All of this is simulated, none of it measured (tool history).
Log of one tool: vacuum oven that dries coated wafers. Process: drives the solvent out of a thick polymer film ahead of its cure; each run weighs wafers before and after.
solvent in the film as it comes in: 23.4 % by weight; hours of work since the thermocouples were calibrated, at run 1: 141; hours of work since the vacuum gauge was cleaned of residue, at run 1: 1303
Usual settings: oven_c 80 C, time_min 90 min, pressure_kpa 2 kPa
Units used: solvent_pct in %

| run | day | oven_c | time_min | pressure_kpa | hours of work since the thermocouples were calibrated | hours of work since the vacuum gauge was cleaned of residue | solvent_pct |
|---|---|---|---|---|---|---|---|
| 1 | 0 | 80 | 90 | 2 | 141 | 1303 | 1.89 |
| 2 | 2.667 | 80 | 90 | 2 | 178 | 1341 | 1.9 |
| 3 | 5.121 | 80 | 90 | 2 | 212 | 1375 | 1.91 |
|  | 8.496 | vacuum gauge cleaned of residue and calibrated |
| 4 | 9.7 | 80 | 90 | 2 | 275 | 17 | 1.83 |
| 5 | 12.858 | 84 | 90 | 2 | 319 | 61 | 1.12 |
| 6 | 16.842 | 84 | 90 | 2 | 375 | 116 | 1.11 |
| 7 | 20.412 | 84 | 90 | 2 | 425 | 166 | 1.06 |
| 8 | 25.062 | 80 | 90 | 2 | 489 | 231 | 1.86 |
| 9 | 27.762 | 79 | 56 | 2 | 527 | 269 | 4.46 |
| 10 | 31.55 | 89 | 162 | 7.27 | 580 | 322 | 1.63 |
|  | 31.942 | oven's thermocouples calibrated |
| 11 | 34.721 | 89 | 162 | 7.27 | 39 | 365 | 1.68 |
| 12 | 36.808 | 70 | 60 | 5.71 | 68 | 394 | 9.39 |
| 13 | 40.388 | 80 | 148 | 4.55 | 118 | 444 | 1.72 |
| 14 | 45.262 | 80 | 148 | 4.55 | 186 | 512 | 1.74 |
| 15 | 48.071 | 80 | 104 | 3.96 | 225 | 551 | 2.21 |
| 16 | 51.142 | 90 | 117 | 2 | 268 | 594 | 0.52 |

What if the next run were any one of these 5? Each begins from the tool's condition after run 16:
| A | 55.567 | 70 | 75 | 1.09 | 330 | 655 | ? |
| B | 55.567 | 75 | 53 | 2 | 330 | 655 | ? |
| C | 55.567 | 80 | 59 | 3.13 | 330 | 655 | ? |
| D | 55.567 | 67 | 62 | 3.98 | 330 | 655 | ? |
| E | 55.567 | 80 | 90 | 1.59 | 330 | 655 | ? |

| run | solvent_pct |
|---|---|
| A | 6.56 |
| B | 6.84 |
| C | 4.38 |
| D | 10.22 |
| E | 1.94 |
What these runs would have given with no unlogged condition in the tool:
| run | solvent_pct |
|---|---|
| A | 5.98 |
| B | 6.28 |
| C | 3.9 |
| D | 9.62 |
| E | 1.64 |

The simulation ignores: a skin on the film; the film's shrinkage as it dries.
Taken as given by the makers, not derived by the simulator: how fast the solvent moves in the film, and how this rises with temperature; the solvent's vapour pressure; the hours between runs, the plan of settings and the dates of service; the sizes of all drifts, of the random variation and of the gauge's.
